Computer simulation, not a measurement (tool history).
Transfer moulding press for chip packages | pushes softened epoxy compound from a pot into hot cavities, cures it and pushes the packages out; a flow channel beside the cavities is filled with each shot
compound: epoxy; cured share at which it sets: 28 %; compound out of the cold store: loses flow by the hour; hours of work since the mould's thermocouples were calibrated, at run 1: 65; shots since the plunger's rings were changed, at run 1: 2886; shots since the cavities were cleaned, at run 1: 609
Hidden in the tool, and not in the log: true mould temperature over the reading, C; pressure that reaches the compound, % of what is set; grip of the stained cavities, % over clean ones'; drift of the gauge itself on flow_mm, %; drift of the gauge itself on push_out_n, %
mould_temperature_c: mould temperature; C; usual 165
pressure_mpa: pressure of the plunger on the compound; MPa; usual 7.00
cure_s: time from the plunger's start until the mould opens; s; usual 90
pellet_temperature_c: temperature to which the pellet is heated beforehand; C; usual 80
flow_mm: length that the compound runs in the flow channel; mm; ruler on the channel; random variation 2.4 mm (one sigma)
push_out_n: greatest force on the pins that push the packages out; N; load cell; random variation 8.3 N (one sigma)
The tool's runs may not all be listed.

run     day  mould_temperature_c  pressure_mpa  cure_s  pellet_temperature_c  hours of work since the mould's thermocouples were calibrated  shots since the plunger's rings were changed  shots since the cavities were cleaned  incoming compound's hours out of the cold store  flow_mm  push_out_n
  1   0.000                  165          7.00      90                    80                                                             65                                          2886                                    609                                             15.6      712         548
  2   0.888                  165          7.00      90                    80                                                             80                                          3187                                    910                                             39.2      615         574
  3   1.350                  165          7.00      90                    80                                                             88                                          3343                                   1066                                             15.4      706         597
      1.654  -- cavities cleaned with cleaning compound and waxed
  4   2.117                  165          7.00      90                    82                                                            100                                          3582                                    157                                             18.0      696         428
  5   2.812                  165          7.00      90                    82                                                            111                                          3818                                    393                                             11.6      724         490
  6   3.583                  165          7.00      90                    82                                                            124                                          4079                                    654                                             11.7      719         558
  7   4.375                  165          7.00      90                    82                                                            138                                          4348                                    923                                             36.5      612         567
      5.071  -- cavities cleaned with cleaning compound and waxed
  8   5.125                  158          7.00      90                    80                                                            149                                          4581                                     19                                             44.8      597         534
  9   5.958                  158          7.00      90                    80                                                            163                                          4863                                    301                                             47.6      584         670
      6.579  -- plunger's sealing rings changed
 10   6.808                  165          7.00      90                    80                                                            176                                            79                                    554                                             41.7      622         519
 11   7.217                  165          7.00      90                    80                                                            183                                           218                                    693                                             27.0      677         551
 12   8.104                  165          7.00      90                    80                                                            197                                           517                                    992                                             23.6      694         585
      8.579  -- cavities cleaned with cleaning compound and waxed
 13   8.754                  165          8.37      90                    80                                                            207                                           717                                     59                                             26.8      739         382
      8.883  -- mould's thermocouples calibrated
 14   9.346                  165          7.00      90                    73                                                              8                                           889                                    231                                             23.3      693         444
 15   9.754                  160          7.00      90                    80                                                             15                                          1028                                    370                                             20.5      714         647
 16  10.208                  163          5.77      90                    78                                                             22                                          1181                                    523                                             16.6      654         572
 17  10.592                  165          5.67     118                    80                                                             29                                          1311                                    653                                             41.6      555         436
 18  11.538                  165          5.67     118                    80                                                             45                                          1631                                    973                                             10.8      666         495
 19  11.979                  171          6.88      92                    73                                                             52                                          1782                                   1124                                             32.2      630         493
     12.121  -- cavities cleaned with cleaning compound and waxed
 20  12.767                  157          7.23      81                    71                                                             64                                          2027                                    219                                             21.4      730         957
 21  13.342                  162          6.04     105                    87                                                             74                                          2222                                    414                                             16.8      667         460
     13.921  -- mould's thermocouples calibrated, once more
 22  13.958                  169          6.80      89                    71                                                              1                                          2403                                    595                                             39.9      599         475
 23  14.404                  169          6.86      78                    74                                                              8                                          2554                                    746                                             43.6      589         606
 24  15.104                  165          7.20      90                    71                                                             20                                          2791                                    983                                             37.0      636         625
     15.629  -- cavities cleaned with cleaning compound and waxed
 25  16.079                  165          7.20      90                    71                                                             35                                          3100                                    152                                             25.5      680         457
 26  16.975                  160          8.01     124                    73                                                             50                                          3404                                    456                                             34.5      686         431
 27  17.517                  167          8.01      82                    73                                                             59                                          3587                                    639                                             41.9      639         594

5 ways to go on from here, each from the tool as it stands after run 27. What would each give?
  A  18.112                  167          8.64      95                    73                                                             69                                          3789                                    841                                              9.4        ?           ?
  B  18.112                  167          5.74      82                    84                                                             69                                          3789                                    841                                             44.3        ?           ?
  C  18.112                  167          8.01     118                    88                                                             69                                          3789                                    841                                             15.6        ?           ?
  D  18.112                  167          7.66      82                    73                                                             69                                          3789                                    841                                             11.4        ?           ?
  E  18.112                  173          7.00     113                    79                                                             69                                          3789                                    841                                             37.9        ?           ?

run  flow_mm  push_out_n
  A      811         524
  B      531         604
  C      749         463
  D      755         651
  E      597         471
Without the tool's hidden state the same runs would have given:
run  flow_mm  push_out_n
  A      844         328
  B      553         381
  C      780         291
  D      786         406
  E      621         296

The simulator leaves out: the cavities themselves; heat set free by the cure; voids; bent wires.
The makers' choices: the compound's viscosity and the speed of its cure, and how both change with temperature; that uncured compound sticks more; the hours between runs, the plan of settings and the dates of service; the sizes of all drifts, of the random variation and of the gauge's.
